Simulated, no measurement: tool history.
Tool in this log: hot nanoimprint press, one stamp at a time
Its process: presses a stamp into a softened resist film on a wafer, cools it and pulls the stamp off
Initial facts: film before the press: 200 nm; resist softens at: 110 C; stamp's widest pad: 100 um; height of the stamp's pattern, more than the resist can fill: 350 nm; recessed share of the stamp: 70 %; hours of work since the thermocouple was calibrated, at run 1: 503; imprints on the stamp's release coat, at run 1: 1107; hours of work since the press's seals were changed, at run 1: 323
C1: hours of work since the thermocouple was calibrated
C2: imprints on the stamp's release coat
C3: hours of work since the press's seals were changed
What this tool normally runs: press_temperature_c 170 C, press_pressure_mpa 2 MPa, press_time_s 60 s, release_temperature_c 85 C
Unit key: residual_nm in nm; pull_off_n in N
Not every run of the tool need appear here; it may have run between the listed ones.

{"run": 1, "hour": 0.0, "press_temperature_c": 170, "press_pressure_mpa": 2, "press_time_s": 60, "release_temperature_c": 85, "C1": 503, "C2": 1107, "C3": 323, "residual_nm": 106.4, "pull_off_n": 150}
{"hour": 17.7, "done": "stamp cleaned and given a new release coat"}
{"run": 2, "hour": 20.9, "press_temperature_c": 170, "press_pressure_mpa": 2, "press_time_s": 60, "release_temperature_c": 85, "C1": 511, "C2": 13, "C3": 331, "residual_nm": 104.9, "pull_off_n": 115}
{"run": 3, "hour": 30.0, "press_temperature_c": 170, "press_pressure_mpa": 2.13, "press_time_s": 60, "release_temperature_c": 85, "C1": 516, "C2": 51, "C3": 335, "residual_nm": 103.2, "pull_off_n": 117}
{"run": 4, "hour": 47.7, "press_temperature_c": 170, "press_pressure_mpa": 2.13, "press_time_s": 60, "release_temperature_c": 85, "C1": 525, "C2": 125, "C3": 345, "residual_nm": 103.1, "pull_off_n": 116}
{"run": 5, "hour": 57.0, "press_temperature_c": 170, "press_pressure_mpa": 2, "press_time_s": 60, "release_temperature_c": 85, "C1": 530, "C2": 163, "C3": 350, "residual_nm": 104.4, "pull_off_n": 114}
{"run": 6, "hour": 69.1, "press_temperature_c": 170, "press_pressure_mpa": 2, "press_time_s": 60, "release_temperature_c": 85, "C1": 536, "C2": 214, "C3": 356, "residual_nm": 104.1, "pull_off_n": 122}
{"run": 7, "hour": 84.8, "press_temperature_c": 170, "press_pressure_mpa": 2, "press_time_s": 60, "release_temperature_c": 85, "C1": 545, "C2": 279, "C3": 364, "residual_nm": 104.8, "pull_off_n": 124}
{"run": 8, "hour": 96.8, "press_temperature_c": 170, "press_pressure_mpa": 2, "press_time_s": 60, "release_temperature_c": 91, "C1": 551, "C2": 329, "C3": 371, "residual_nm": 104.1, "pull_off_n": 104}
{"run": 9, "hour": 111.1, "press_temperature_c": 170, "press_pressure_mpa": 2, "press_time_s": 60, "release_temperature_c": 91, "C1": 558, "C2": 388, "C3": 378, "residual_nm": 105.1, "pull_off_n": 106}
{"run": 10, "hour": 121.3, "press_temperature_c": 170, "press_pressure_mpa": 2.07, "press_time_s": 60, "release_temperature_c": 85, "C1": 564, "C2": 431, "C3": 384, "residual_nm": 103.4, "pull_off_n": 129}
{"hour": 125.8, "done": "plate thermocouple calibrated"}
{"run": 11, "hour": 135.1, "press_temperature_c": 169, "press_pressure_mpa": 2.28, "press_time_s": 60, "release_temperature_c": 85, "C1": 5, "C2": 476, "C3": 390, "residual_nm": 100.1, "pull_off_n": 128}
{"run": 12, "hour": 151.2, "press_temperature_c": 170, "press_pressure_mpa": 2, "press_time_s": 60, "release_temperature_c": 74, "C1": 13, "C2": 543, "C3": 398, "residual_nm": 100.9, "pull_off_n": 165}
{"run": 13, "hour": 159.8, "press_temperature_c": 170, "press_pressure_mpa": 2, "press_time_s": 60, "release_temperature_c": 74, "C1": 18, "C2": 578, "C3": 403, "residual_nm": 100.2, "pull_off_n": 177}
{"run": 14, "hour": 175.2, "press_temperature_c": 170, "press_pressure_mpa": 2, "press_time_s": 60, "release_temperature_c": 74, "C1": 26, "C2": 643, "C3": 411, "residual_nm": 98.2, "pull_off_n": 178}
{"run": 15, "hour": 191.3, "press_temperature_c": 166, "press_pressure_mpa": 2, "press_time_s": 60, "release_temperature_c": 85, "C1": 35, "C2": 709, "C3": 419, "residual_nm": 124, "pull_off_n": 134}
{"hour": 196.9, "done": "plate thermocouple calibrated, once more"}
{"run": 16, "hour": 201.8, "press_temperature_c": 166, "press_pressure_mpa": 2, "press_time_s": 60, "release_temperature_c": 85, "C1": 3, "C2": 741, "C3": 423, "residual_nm": 137.2, "pull_off_n": 140}
{"run": 17, "hour": 219.1, "press_temperature_c": 170, "press_pressure_mpa": 1.39, "press_time_s": 36, "release_temperature_c": 88, "C1": 12, "C2": 813, "C3": 432, "residual_nm": 147.7, "pull_off_n": 135}
{"run": 18, "hour": 230.0, "press_temperature_c": 171, "press_pressure_mpa": 2, "press_time_s": 60, "release_temperature_c": 90, "C1": 18, "C2": 858, "C3": 438, "residual_nm": 109.2, "pull_off_n": 126}
{"run": 19, "hour": 243.8, "press_temperature_c": 171, "press_pressure_mpa": 2, "press_time_s": 60, "release_temperature_c": 90, "C1": 25, "C2": 915, "C3": 446, "residual_nm": 108, "pull_off_n": 130}

Consider 5 possible next runs. They are alternatives, not a sequence: every one starts from the tool as it was left by run 19. What does each give?
{"run": "A", "hour": 258.6, "press_temperature_c": 170, "press_pressure_mpa": 2, "press_time_s": 87, "release_temperature_c": 85, "C1": 33, "C2": 977, "C3": 453, "residual_nm": "?", "pull_off_n": "?"}
{"run": "B", "hour": 258.6, "press_temperature_c": 170, "press_pressure_mpa": 2, "press_time_s": 34, "release_temperature_c": 85, "C1": 33, "C2": 977, "C3": 453, "residual_nm": "?", "pull_off_n": "?"}
{"run": "C", "hour": 258.6, "press_temperature_c": 171, "press_pressure_mpa": 2, "press_time_s": 113, "release_temperature_c": 90, "C1": 33, "C2": 977, "C3": 453, "residual_nm": "?", "pull_off_n": "?"}
{"run": "D", "hour": 258.6, "press_temperature_c": 170, "press_pressure_mpa": 1.3, "press_time_s": 69, "release_temperature_c": 86, "C1": 33, "C2": 977, "C3": 453, "residual_nm": "?", "pull_off_n": "?"}
{"run": "E", "hour": 258.6, "press_temperature_c": 160, "press_pressure_mpa": 2, "press_time_s": 60, "release_temperature_c": 90, "C1": 33, "C2": 977, "C3": 453, "residual_nm": "?", "pull_off_n": "?"}

run=A residual_nm=101.2 pull_off_n=153
run=B residual_nm=135 pull_off_n=152
run=C residual_nm=87.6 pull_off_n=127
run=D residual_nm=130.9 pull_off_n=148
run=E residual_nm=169.9 pull_off_n=133
What these runs would have given with no unlogged condition in the tool:
run=A residual_nm=101.5 pull_off_n=119
run=B residual_nm=135.3 pull_off_n=119
run=C residual_nm=87.8 pull_off_n=99
run=D residual_nm=131.4 pull_off_n=116
run=E residual_nm=170.2 pull_off_n=105

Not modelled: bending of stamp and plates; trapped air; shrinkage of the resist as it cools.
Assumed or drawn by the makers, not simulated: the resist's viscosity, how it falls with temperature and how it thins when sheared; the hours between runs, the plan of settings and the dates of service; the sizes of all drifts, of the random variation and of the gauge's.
